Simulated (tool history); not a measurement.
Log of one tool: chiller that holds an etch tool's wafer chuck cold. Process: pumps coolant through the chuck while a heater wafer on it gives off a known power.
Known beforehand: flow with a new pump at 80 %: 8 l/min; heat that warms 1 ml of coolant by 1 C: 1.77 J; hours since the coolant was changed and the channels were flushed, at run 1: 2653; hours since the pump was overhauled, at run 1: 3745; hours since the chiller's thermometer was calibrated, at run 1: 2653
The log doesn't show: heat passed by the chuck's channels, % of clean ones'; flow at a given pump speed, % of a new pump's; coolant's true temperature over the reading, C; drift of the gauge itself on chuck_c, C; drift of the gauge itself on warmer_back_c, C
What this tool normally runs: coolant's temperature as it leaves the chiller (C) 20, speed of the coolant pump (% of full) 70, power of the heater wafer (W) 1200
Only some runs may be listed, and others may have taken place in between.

run	hour	coolant's temperature as it leaves the chiller (C)	speed of the coolant pump (% of full)	power of the heater wafer (W)	hours since the coolant was changed and the channels were flushed	hours since the pump was overhauled	hours since the chiller's thermometer was calibrated	chuck's temperature once it has settled (K)	how much warmer the coolant comes back (C)
1	0.0	20	70	1200	2653	3745	2653	312.45	6.14
2	43.8	20	70	1200	2697	3789	2697	312.45	6.16
3	145.0	20	70	1200	2798	3890	2798	312.75	6.14
4	208.4	30	70	1200	2862	3953	2862	322.65	6.02
5	262.8	20	70	1200	2916	4008	2916	312.85	6.21
6	362.8	20	70	1200	3016	4108	3016	312.85	6.21
7	457.8	20	70	1200	3111	4203	3111	312.95	6.11
8	551.7	20	70	1200	3205	4297	3205	312.85	6.19
# hour 584.0: chiller's thermometer calibrated
9	641.7	20	82	1200	3294	4386	58	309.95	5.22
10	731.0	24	70	1200	3383	4475	147	316.85	6.18
11	798.1	24	70	1200	3451	4542	214	316.95	6.24
12	858.3	24	70	1200	3511	4602	274	316.85	6.21
13	945.2	24	70	1200	3598	4689	361	316.85	6.21
14	1037.0	20	85	1200	3689	4781	453	309.75	5.11
15	1125.5	20	85	1200	3778	4869	542	309.75	5.04
16	1177.6	20	85	1200	3830	4921	594	309.85	5.13
17	1248.9	20	85	1200	3901	4993	665	310.05	5.16
18	1293.3	20	85	1200	3946	5037	709	309.95	5.12
19	1341.1	20	80	1200	3994	5085	757	310.95	5.39
20	1438.1	14	73	1200	4091	5182	854	306.65	6.02
21	1507.0	23	70	663	4159	5251	923	307.55	3.48
22	1601.2	23	70	663	4254	5345	1017	307.45	3.47
23	1666.5	23	70	663	4319	5410	1083	307.35	3.49
24	1744.7	23	70	663	4397	5489	1161	307.65	3.47
25	1829.0	16	68	1616	4481	5573	1245	317.25	8.67

What does the tool deliver on the next run?
26	1931.4	16	68	1616	4584	5675	1347	?	?

Logged for run 26: chuck's temperature once it has settled (K) 317.55, how much warmer the coolant comes back (C) 8.70.
If the tool had no hidden condition, the same run with the same run-to-run variation would have returned chuck's temperature once it has settled (K) 312.75, how much warmer the coolant comes back (C) 8.06.
